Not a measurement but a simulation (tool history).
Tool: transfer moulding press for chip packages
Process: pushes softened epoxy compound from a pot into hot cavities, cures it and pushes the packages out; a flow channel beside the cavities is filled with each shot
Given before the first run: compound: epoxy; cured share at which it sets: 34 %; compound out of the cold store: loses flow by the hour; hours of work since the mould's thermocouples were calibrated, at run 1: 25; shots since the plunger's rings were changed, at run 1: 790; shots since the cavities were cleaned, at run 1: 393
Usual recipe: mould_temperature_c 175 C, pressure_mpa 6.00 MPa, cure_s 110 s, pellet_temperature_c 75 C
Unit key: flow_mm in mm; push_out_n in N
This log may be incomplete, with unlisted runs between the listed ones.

run,hour,mould_temperature_c,pressure_mpa,cure_s,pellet_temperature_c,hours of work since the mould's thermocouples were calibrated,shots since the plunger's rings were changed,shots since the cavities were cleaned,incoming compound's hours out of the cold store,flow_mm,push_out_n
1,0.0,175,6.00,110,75,25,790,393,13.7,591,425
2,8.8,175,6.00,110,75,32,884,487,42.6,547,402
3,13.7,175,6.00,110,75,35,937,540,46.7,541,406
4,23.5,175,6.00,110,75,42,1043,646,26.7,577,414
5,33.0,175,6.00,110,70,49,1145,748,39.4,558,410
6,41.6,175,6.00,110,75,55,1237,840,22.5,581,413
# hour 48.5: cavities cleaned with cleaning compound and waxed
7,52.3,175,6.00,110,75,61,1336,40,29.6,577,400
8,59.9,175,6.00,110,75,66,1419,123,45.5,545,414
9,66.3,175,6.00,122,75,71,1488,192,42.1,552,381
10,76.3,175,6.00,110,75,78,1596,300,39.5,555,401
11,87.5,175,6.00,110,75,86,1716,420,36.8,555,408
12,97.5,175,6.00,110,75,93,1824,528,21.2,581,418
13,107.4,175,6.00,110,75,99,1930,634,26.8,572,419
14,118.0,175,6.00,110,75,107,2044,748,39.4,555,409
15,125.5,175,6.00,140,75,112,2125,829,15.7,591,374
# hour 133.5: cavities cleaned with cleaning compound and waxed
16,133.9,181,6.01,93,78,117,2199,4,46.7,524,395
17,139.3,181,6.01,93,78,121,2257,62,42.8,541,376
18,144.4,181,6.01,93,78,124,2312,117,42.2,536,397
19,151.6,181,6.01,113,72,129,2390,195,23.4,567,363
20,159.6,168,6.00,110,75,135,2476,281,40.7,577,600
21,167.7,175,6.00,94,75,141,2563,368,16.8,591,534
22,172.4,174,6.66,110,73,144,2613,418,43.9,576,444
23,183.4,174,6.66,110,73,151,2731,536,36.4,596,429
24,194.3,178,6.00,110,75,159,2849,654,43.1,541,390
25,200.0,178,5.25,110,75,163,2911,716,24.2,537,384
26,209.0,175,5.19,128,83,169,3007,812,40.9,528,378
# hour 218.0: cavities cleaned with cleaning compound and waxed
27,219.4,175,5.19,128,83,176,3103,15,35.7,525,362
28,225.0,175,5.19,128,83,180,3163,75,40.8,511,378

Below are 4 alternative next runs, each starting from the tool's condition after run 28. Predict each:
A,232.0,175,5.19,105,76,184,3239,151,10.4,?,?
B,232.0,175,6.00,125,82,184,3239,151,24.9,?,?
C,232.0,175,6.00,110,78,184,3239,151,13.3,?,?
D,232.0,175,6.00,99,82,184,3239,151,36.7,?,?

run,flow_mm,push_out_n
A,567,438
B,578,380
C,605,423
D,558,443
What these runs would have given with no unlogged condition in the tool:
run,flow_mm,push_out_n
A,567,436
B,578,378
C,605,421
D,558,442

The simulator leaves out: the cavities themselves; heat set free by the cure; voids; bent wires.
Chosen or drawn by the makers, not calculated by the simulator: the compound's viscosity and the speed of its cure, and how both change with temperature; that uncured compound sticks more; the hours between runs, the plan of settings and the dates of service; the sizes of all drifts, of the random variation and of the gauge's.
